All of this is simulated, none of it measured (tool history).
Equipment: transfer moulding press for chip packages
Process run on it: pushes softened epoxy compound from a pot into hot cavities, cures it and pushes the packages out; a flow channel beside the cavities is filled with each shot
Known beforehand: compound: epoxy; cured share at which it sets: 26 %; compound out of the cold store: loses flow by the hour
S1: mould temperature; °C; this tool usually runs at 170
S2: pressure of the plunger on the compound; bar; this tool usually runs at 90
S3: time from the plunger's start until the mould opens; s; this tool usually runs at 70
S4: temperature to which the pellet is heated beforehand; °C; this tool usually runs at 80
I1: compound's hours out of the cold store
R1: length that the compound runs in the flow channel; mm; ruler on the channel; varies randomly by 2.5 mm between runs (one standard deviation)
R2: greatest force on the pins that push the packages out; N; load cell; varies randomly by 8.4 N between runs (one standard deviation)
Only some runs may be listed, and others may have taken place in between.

{"run": 1, "hour": 0.0, "S1": 170, "S2": 90, "S3": 70, "S4": 80, "I1": 19.1, "R1": 547, "R2": 373}
{"run": 2, "hour": 29.8, "S1": 170, "S2": 90, "S3": 70, "S4": 80, "I1": 18.1, "R1": 548, "R2": 380}
{"run": 3, "hour": 58.3, "S1": 170, "S2": 90, "S3": 71, "S4": 80, "I1": 14.6, "R1": 566, "R2": 366}
{"run": 4, "hour": 96.8, "S1": 166, "S2": 90, "S3": 70, "S4": 80, "I1": 48, "R1": 444, "R2": 447}
{"run": 5, "hour": 150.6, "S1": 166, "S2": 90, "S3": 70, "S4": 80, "I1": 45.4, "R1": 457, "R2": 447}
{"run": 6, "hour": 180.4, "S1": 170, "S2": 90, "S3": 70, "S4": 80, "I1": 18.6, "R1": 550, "R2": 371}
{"run": 7, "hour": 237.3, "S1": 170, "S2": 90, "S3": 70, "S4": 80, "I1": 16.8, "R1": 553, "R2": 378}
{"run": 8, "hour": 268.2, "S1": 170, "S2": 90, "S3": 70, "S4": 80, "I1": 21.1, "R1": 539, "R2": 359}
{"run": 9, "hour": 325.6, "S1": 170, "S2": 90, "S3": 70, "S4": 80, "I1": 43.1, "R1": 456, "R2": 335}
{"run": 10, "hour": 375.9, "S1": 178, "S2": 90, "S3": 70, "S4": 80, "I1": 44.9, "R1": 443, "R2": 255}
{"run": 11, "hour": 407.3, "S1": 178, "S2": 90, "S3": 70, "S4": 80, "I1": 39.6, "R1": 460, "R2": 268}
{"run": 12, "hour": 465.0, "S1": 178, "S2": 90, "S3": 70, "S4": 80, "I1": 25.4, "R1": 502, "R2": 263}
{"run": 13, "hour": 495.6, "S1": 178, "S2": 90, "S3": 70, "S4": 80, "I1": 30.2, "R1": 490, "R2": 256}
{"run": 14, "hour": 524.8, "S1": 167, "S2": 90, "S3": 70, "S4": 80, "I1": 40.1, "R1": 477, "R2": 433}
{"run": 15, "hour": 563.3, "S1": 167, "S2": 90, "S3": 70, "S4": 80, "I1": 39.6, "R1": 473, "R2": 439}
{"run": 16, "hour": 588.9, "S1": 173, "S2": 96.8, "S3": 99, "S4": 75, "I1": 16.4, "R1": 573, "R2": 243}
{"run": 17, "hour": 636.3, "S1": 173, "S2": 96.8, "S3": 99, "S4": 75, "I1": 40.1, "R1": 481, "R2": 243}
{"run": 18, "hour": 683.4, "S1": 173, "S2": 98.1, "S3": 99, "S4": 83, "I1": 22.4, "R1": 548, "R2": 233}
{"run": 19, "hour": 736.3, "S1": 170, "S2": 73.3, "S3": 63, "S4": 77, "I1": 29, "R1": 459, "R2": 478}
{"run": 20, "hour": 759.4, "S1": 175, "S2": 90.9, "S3": 83, "S4": 90, "I1": 23.2, "R1": 524, "R2": 250}
{"run": 21, "hour": 813.5, "S1": 175, "S2": 90.9, "S3": 83, "S4": 90, "I1": 32.6, "R1": 486, "R2": 244}
{"run": 22, "hour": 870.2, "S1": 166, "S2": 85.6, "S3": 108, "S4": 77, "I1": 27.2, "R1": 515, "R2": 267}
{"run": 23, "hour": 923.6, "S1": 167, "S2": 90, "S3": 70, "S4": 80, "I1": 36.8, "R1": 486, "R2": 421}
{"run": 24, "hour": 962.0, "S1": 171, "S2": 99.5, "S3": 74, "S4": 77, "I1": 30.8, "R1": 523, "R2": 291}
{"run": 25, "hour": 1005.7, "S1": 171, "S2": 99.5, "S3": 74, "S4": 77, "I1": 28.9, "R1": 535, "R2": 317}
{"run": 26, "hour": 1057.3, "S1": 178, "S2": 74.7, "S3": 103, "S4": 72, "I1": 23.3, "R1": 472, "R2": 251}
{"run": 27, "hour": 1098.2, "S1": 178, "S2": 74.7, "S3": 103, "S4": 72, "I1": 46.7, "R1": 399, "R2": 245}

Not shown: 24 entries that the log had between the listed runs. Between which runs, and how does the tool's hidden state differ before and after?
Logged between run 2 and run 3: cavities cleaned with cleaning compound and waxed (hour 52.3)
  pressure that reaches the compound, % of what is set: 99.93 -> 99.92; grip of the stained cavities, % over clean ones': 0.7 -> 0.2
Logged between run 4 and run 5: mould's thermocouples calibrated (hour 108.8); cavities cleaned with cleaning compound and waxed (hour 113); plunger's sealing rings changed (hour 119.8)
  true mould temperature over the reading, C: 0.01 -> 0; pressure that reaches the compound, % of what is set: 99.91 -> 99.99; grip of the stained cavities, % over clean ones': 0.8 -> 0.7
Logged between run 5 and run 6: cavities cleaned with cleaning compound and waxed (hour 174.4)
  pressure that reaches the compound, % of what is set: 99.99 -> 99.98; grip of the stained cavities, % over clean ones': 0.7 -> 0.2
Logged between run 6 and run 7: cavities cleaned with cleaning compound and waxed (hour 232.8)
  pressure that reaches the compound, % of what is set: 99.98 -> 99.95
Logged between run 8 and run 9: cavities cleaned with cleaning compound and waxed (hour 291.4)
  pressure that reaches the compound, % of what is set: 99.94 -> 99.92
Logged between run 9 and run 10: cavities cleaned with cleaning compound and waxed (hour 352.5)
  pressure that reaches the compound, % of what is set: 99.92 -> 99.91; grip of the stained cavities, % over clean ones': 0.7 -> 0.5
Logged between run 10 and run 11: plunger's sealing rings changed (hour 396.9)
  pressure that reaches the compound, % of what is set: 99.91 -> 99.99; grip of the stained cavities, % over clean ones': 0.5 -> 0.9
Logged between run 11 and run 12: cavities cleaned with cleaning compound and waxed (hour 413)
  pressure that reaches the compound, % of what is set: 99.99 -> 99.97
Logged between run 12 and run 13: cavities cleaned with cleaning compound and waxed (hour 472.9)
  pressure that reaches the compound, % of what is set: 99.97 -> 99.96; grip of the stained cavities, % over clean ones': 0.9 -> 0.5
Logged between run 14 and run 15: cavities cleaned with cleaning compound and waxed (hour 531)
  pressure that reaches the compound, % of what is set: 99.95 -> 99.93; grip of the stained cavities, % over clean ones': 0.9 -> 0.7
Logged between run 15 and run 16: cavities cleaned with cleaning compound and waxed (hour 588.5)
  grip of the stained cavities, % over clean ones': 0.7 -> 0
Logged between run 17 and run 18: cavities cleaned with cleaning compound and waxed (hour 649.2); mould's thermocouples calibrated (hour 669.1); plunger's sealing rings changed (hour 679.2)
  pressure that reaches the compound, % of what is set: 99.91 -> 99.99; grip of the stained cavities, % over clean ones': 0.9 -> 0.7
Logged between run 18 and run 19: cavities cleaned with cleaning compound and waxed (hour 714.4)
  pressure that reaches the compound, % of what is set: 99.99 -> 99.98; grip of the stained cavities, % over clean ones': 0.7 -> 0.5
Logged between run 20 and run 21: cavities cleaned with cleaning compound and waxed (hour 773.7)
  pressure that reaches the compound, % of what is set: 99.97 -> 99.95
Logged between run 21 and run 22: cavities cleaned with cleaning compound and waxed (hour 830.9)
  true mould temperature over the reading, C: 0 -> 0.01; pressure that reaches the compound, % of what is set: 99.95 -> 99.93
Logged between run 22 and run 23: cavities cleaned with cleaning compound and waxed (hour 891.5)
  pressure that reaches the compound, % of what is set: 99.93 -> 99.91; grip of the stained cavities, % over clean ones': 0.8 -> 0.6
Logged between run 23 and run 24: cavities cleaned with cleaning compound and waxed (hour 952.2); plunger's sealing rings changed (hour 958.6)
  pressure that reaches the compound, % of what is set: 99.91 -> 100; grip of the stained cavities, % over clean ones': 0.6 -> 0.2
Logged between run 25 and run 26: cavities cleaned with cleaning compound and waxed (hour 1012.7)
  pressure that reaches the compound, % of what is set: 99.98 -> 99.96; grip of the stained cavities, % over clean ones': 0.9 -> 0.8
Logged between run 26 and run 27: cavities cleaned with cleaning compound and waxed (hour 1070.9)
  pressure that reaches the compound, % of what is set: 99.96 -> 99.95; grip of the stained cavities, % over clean ones': 0.8 -> 0.6

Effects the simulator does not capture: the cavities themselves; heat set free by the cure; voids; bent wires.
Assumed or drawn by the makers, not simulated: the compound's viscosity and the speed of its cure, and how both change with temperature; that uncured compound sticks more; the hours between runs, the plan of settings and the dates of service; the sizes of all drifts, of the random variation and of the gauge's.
